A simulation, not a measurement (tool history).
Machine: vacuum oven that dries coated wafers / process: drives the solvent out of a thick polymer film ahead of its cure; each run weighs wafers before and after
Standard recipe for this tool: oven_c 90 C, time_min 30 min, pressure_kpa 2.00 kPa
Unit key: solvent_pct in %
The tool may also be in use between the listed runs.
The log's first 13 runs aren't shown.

Run 14, hour 207.4: usual settings. Result: solvent_pct 4.98 %.
Run 15, hour 220.8: usual settings. Result: solvent_pct 4.96 %.
Run 16, hour 233.2: usual settings but time_min 45 min. Result: solvent_pct 3.09 %.
Run 17, hour 244.4: usual settings but time_min 33 min, pressure_kpa 1.35 kPa. Result: solvent_pct 4.03 %.
Run 18, hour 261.3: usual settings but oven_c 75 C, time_min 24 min, pressure_kpa 1.05 kPa. Result: solvent_pct 10.41 %.
Run 19, hour 276.2: usual settings but oven_c 104 C, time_min 34 min, pressure_kpa 1.00 kPa. Result: solvent_pct 1.20 %.
Run 20, hour 285.7: usual settings but time_min 35 min, pressure_kpa 6.91 kPa. Result: solvent_pct 7.59 %.
Run 21, hour 302.9: usual settings but time_min 22 min, pressure_kpa 2.59 kPa. Result: solvent_pct 7.32 %.
Run 22, hour 316.9: usual settings but time_min 22 min, pressure_kpa 2.59 kPa. Result: solvent_pct 7.33 %.
Run 23, hour 328.2: usual settings but time_min 22 min, pressure_kpa 2.59 kPa. Result: solvent_pct 7.24 %.
Run 24, hour 349.5: usual settings but oven_c 79 C, time_min 22 min, pressure_kpa 3.05 kPa. Result: solvent_pct 11.32 %.
Run 25, hour 358.8: usual settings but time_min 21 min, pressure_kpa 5.85 kPa. Result: solvent_pct 9.68 %.
Run 26, hour 369.2: usual settings but time_min 21 min, pressure_kpa 5.85 kPa. Result: solvent_pct 9.50 %.
Run 27, hour 382.0: usual settings but time_min 22 min. Result: solvent_pct 7.02 %.
Run 28, hour 401.5: usual settings but time_min 52 min, pressure_kpa 2.89 kPa. Result: solvent_pct 3.19 %.
Run 29, hour 412.6: usual settings but time_min 52 min, pressure_kpa 2.89 kPa. Result: solvent_pct 3.28 %.
At hour 416.6: vacuum gauge cleaned of residue and calibrated.
Run 30, hour 426.1: usual settings but oven_c 78 C, time_min 25 min. Result: solvent_pct 9.98 %.
Run 31, hour 442.6: usual settings but oven_c 82 C, time_min 23 min. Result: solvent_pct 9.16 %.
Run 32, hour 455.6: usual settings but oven_c 82 C, time_min 23 min. Result: solvent_pct 9.20 %.

Alternative continuations, all from the tool just after run 32; predict every row:
Run A, hour 469.1: usual settings but time_min 36 min, pressure_kpa 1.71 kPa. Result: solvent_pct ?.
Run B, hour 469.1: usual settings but oven_c 82 C, time_min 23 min, pressure_kpa 1.30 kPa. Result: solvent_pct ?.
Run C, hour 469.1: usual settings but time_min 42 min. Result: solvent_pct ?.

run  solvent_pct
  A         3.84
  B         8.59
  C         3.32
With no hidden state in the tool, these same runs would have given:
run  solvent_pct
  A         3.83
  B         8.58
  C         3.31

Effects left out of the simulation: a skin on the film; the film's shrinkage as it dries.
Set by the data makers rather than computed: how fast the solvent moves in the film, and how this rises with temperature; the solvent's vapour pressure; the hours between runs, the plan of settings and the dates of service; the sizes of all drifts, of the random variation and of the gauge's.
